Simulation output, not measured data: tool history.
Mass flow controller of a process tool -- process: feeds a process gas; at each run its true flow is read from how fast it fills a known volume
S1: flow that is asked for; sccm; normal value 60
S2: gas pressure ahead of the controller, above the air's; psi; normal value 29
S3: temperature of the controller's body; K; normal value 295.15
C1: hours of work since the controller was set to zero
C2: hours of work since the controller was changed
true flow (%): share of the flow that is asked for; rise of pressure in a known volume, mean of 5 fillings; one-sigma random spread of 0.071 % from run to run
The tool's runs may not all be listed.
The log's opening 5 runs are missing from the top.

run 6 hour=275.5 | S1=36 S2=29 S3=295.15 | C1=3974 C2=3974 | true_flow_(%)=98.72
run 7 hour=337.2 | S1=36 S2=29 S3=295.15 | C1=3999 C2=3999 | true_flow_(%)=98.71
run 8 hour=373.3 | S1=36 S2=29 S3=295.15 | C1=4013 C2=4013 | true_flow_(%)=98.63
run 9 hour=436.6 | S1=36 S2=29 S3=295.15 | C1=4039 C2=4039 | true_flow_(%)=98.44
run 10 hour=491.5 | S1=36 S2=29 S3=295.15 | C1=4061 C2=4061 | true_flow_(%)=98.37
run 11 hour=550.1 | S1=60 S2=29 S3=311.15 | C1=4084 C2=4084 | true_flow_(%)=97.94
run 12 hour=632.8 | S1=11 S2=29 S3=295.15 | C1=4117 C2=4117 | true_flow_(%)=97.64
run 13 hour=708.2 | S1=60 S2=29 S3=295.15 | C1=4147 C2=4147 | true_flow_(%)=98.62
run 14 hour=780.1 | S1=60 S2=29 S3=295.15 | C1=4176 C2=4176 | true_flow_(%)=98.42
run 15 hour=850.4 | S1=60 S2=29 S3=295.15 | C1=4204 C2=4204 | true_flow_(%)=98.26
run 16 hour=914.3 | S1=60 S2=29 S3=295.15 | C1=4230 C2=4230 | true_flow_(%)=98.12
run 17 hour=952.2 | S1=60 S2=29 S3=295.15 | C1=4245 C2=4245 | true_flow_(%)=98.29
run 18 hour=1018 | S1=60 S2=29 S3=295.15 | C1=4271 C2=4271 | true_flow_(%)=98.09
run 19 hour=1068.4 | S1=11 S2=29 S3=295.15 | C1=4292 C2=4292 | true_flow_(%)=97.14
run 20 hour=1149.6 | S1=11 S2=29 S3=295.15 | C1=4324 C2=4324 | true_flow_(%)=97.09
run 21 hour=1193.6 | S1=11 S2=29 S3=295.15 | C1=4342 C2=4342 | true_flow_(%)=97.06
run 22 hour=1231.7 | S1=60 S2=23.2 S3=295.15 | C1=4357 C2=4357 | true_flow_(%)=97.84
run 23 hour=1288.9 | S1=54 S2=35 S3=297.15 | C1=4380 C2=4380 | true_flow_(%)=97.33
run 24 hour=1337 | S1=60 S2=30.3 S3=306.15 | C1=4399 C2=4399 | true_flow_(%)=97.13
run 25 hour=1406.2 | S1=60 S2=30.3 S3=306.15 | C1=4427 C2=4427 | true_flow_(%)=97.02
run 26 hour=1450.2 | S1=10 S2=21 S3=298.15 | C1=4444 C2=4444 | true_flow_(%)=96.53

Run 27 is up next; what results do you expect?
run 27 hour=1512.3 | S1=20 S2=27 S3=296.15 | C1=4469 C2=4469 | true_flow_(%)=?

true flow (%): 96.72
Take away the tool's hidden state, keep the run-to-run variation as it was, and the same run would have given true flow (%) 98.85.

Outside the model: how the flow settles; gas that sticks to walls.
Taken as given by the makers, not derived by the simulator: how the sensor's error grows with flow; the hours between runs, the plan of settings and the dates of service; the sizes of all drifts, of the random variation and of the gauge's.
